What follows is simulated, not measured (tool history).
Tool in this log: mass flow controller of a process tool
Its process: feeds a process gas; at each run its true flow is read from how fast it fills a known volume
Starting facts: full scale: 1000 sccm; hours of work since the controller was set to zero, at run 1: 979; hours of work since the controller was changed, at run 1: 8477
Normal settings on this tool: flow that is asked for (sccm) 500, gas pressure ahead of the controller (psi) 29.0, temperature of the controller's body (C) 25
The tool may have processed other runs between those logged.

run,hour,flow that is asked for (sccm),gas pressure ahead of the controller (psi),temperature of the controller's body (C),hours of work since the controller was set to zero,hours of work since the controller was changed,true flow (%)
1,0.0,500,29.0,25,979,8477,98.96
2,387.3,207,29.0,25,1165,8664,98.54
3,776.2,207,23.8,25,1353,8851,98.46
4,1031.4,500,29.0,25,1476,8974,99.02
5,1287.1,267,29.0,25,1599,9098,98.32
6,1529.0,267,29.0,25,1716,9214,98.52
7,1767.0,500,29.0,25,1831,9329,98.76
8,2009.7,500,29.0,25,1948,9446,98.87
9,2387.2,500,29.0,25,2130,9628,98.61
10,2642.4,175,29.0,25,2253,9751,98.10
11,2986.9,175,29.0,25,2419,9917,97.93

What does the tool deliver on the next run?
12,3303.4,175,29.0,25,2572,10070,?

true flow (%): 98.10
The same run, on a tool lacking any hidden state, would have yielded true flow (%) 98.52.
